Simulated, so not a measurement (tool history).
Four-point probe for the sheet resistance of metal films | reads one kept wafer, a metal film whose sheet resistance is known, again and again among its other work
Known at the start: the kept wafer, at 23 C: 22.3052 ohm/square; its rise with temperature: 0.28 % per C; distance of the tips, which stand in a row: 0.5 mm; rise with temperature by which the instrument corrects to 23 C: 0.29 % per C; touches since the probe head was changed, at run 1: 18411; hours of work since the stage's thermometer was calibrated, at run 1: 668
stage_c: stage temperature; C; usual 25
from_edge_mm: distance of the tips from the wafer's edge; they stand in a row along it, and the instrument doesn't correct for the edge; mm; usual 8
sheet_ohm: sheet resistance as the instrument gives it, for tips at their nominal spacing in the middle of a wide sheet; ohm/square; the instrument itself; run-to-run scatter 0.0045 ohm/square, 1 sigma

run	hour	stage_c	from_edge_mm	touches since the probe head was changed	hours of work since the stage's thermometer was calibrated	sheet_ohm
1	0	25	8	18411	668	22.249832
2	37.8	25	8	19148	686	22.239738
3	69.9	24	8	19772	702	22.259533
4	92.1	24	8	20206	713	22.253313
5	124.6	24	8	20839	729	22.247097
6	165.6	24	8	21637	749	22.245648
7	208.7	33	8	22476	770	22.226867
8	231	33	8	22912	780	22.224931
9	261.2	33	8	23501	795	22.229499
10	286.8	25	8	23999	808	22.248436
11	332.6	25	8	24891	830	22.255606
12	379.9	25	7	25812	853	22.264525
13	400.8	25	7	26219	863	22.269881
14	438.3	25	7	26951	881	22.260262
15	483	25	7	27822	903	22.270931
16	508.2	25	7	28313	915	22.268445
17	535.3	25	7	28840	929	22.265664
18	568.8	28	8	29493	945	22.247855
# hour 571.4: stage's thermometer calibrated
19	616	25	51	30403	22	22.202951
20	643.3	19	8	30935	35	22.264541
21	665.2	19	8	31362	46	22.267952
22	703.1	19	8	32100	64	22.269087
23	735.9	19	8	32740	80	22.274144
24	756.6	27	32	33143	90	22.197028
# hour 786.8: stage's thermometer calibrated, once more
25	787.3	27	32	33731	0	22.217843
26	819.8	27	32	34365	16	22.218351
27	846.5	27	32	34884	29	22.21814
28	891.5	20	26	35760	51	22.237422
29	920.7	28	38	36329	65	22.210889
30	954.4	19	44	36986	82	22.251995
31	978.7	34	8	37461	93	22.239759
32	1022.9	34	8	38321	115	22.249071
33	1052.9	34	8	38905	130	22.24873
34	1096.4	34	8	39754	151	22.240888
35	1117.9	34	8	40173	161	22.248807
36	1149.4	34	8	40785	176	22.246788
37	1187.8	28	21	41534	195	22.227007
38	1209.2	25	73	41951	206	22.232525
39	1239.6	21	6	42543	220	22.32688
40	1272.1	21	8	43177	236	22.286418
41	1308.7	25	9	43891	254	22.26632
42	1336.6	25	4	44434	268	22.413805
43	1382.4	31	36	45326	290	22.212244
44	1418.4	28	31	46027	307	22.225438
45	1463.1	30	11	46898	329	22.243209

Each row is a separate what-if for the run after 45, all from the same tool condition, not one after another. Results?
A	1495.1	18	5	47521	345	?
B	1495.1	27	7	47521	345	?
C	1495.1	29	19	47521	345	?

run	sheet_ohm
A	22.361528
B	22.283327
C	22.227902
Without the tool's hidden state the same runs would have given:
run	sheet_ohm
A	22.430473
B	22.35177
C	22.296127

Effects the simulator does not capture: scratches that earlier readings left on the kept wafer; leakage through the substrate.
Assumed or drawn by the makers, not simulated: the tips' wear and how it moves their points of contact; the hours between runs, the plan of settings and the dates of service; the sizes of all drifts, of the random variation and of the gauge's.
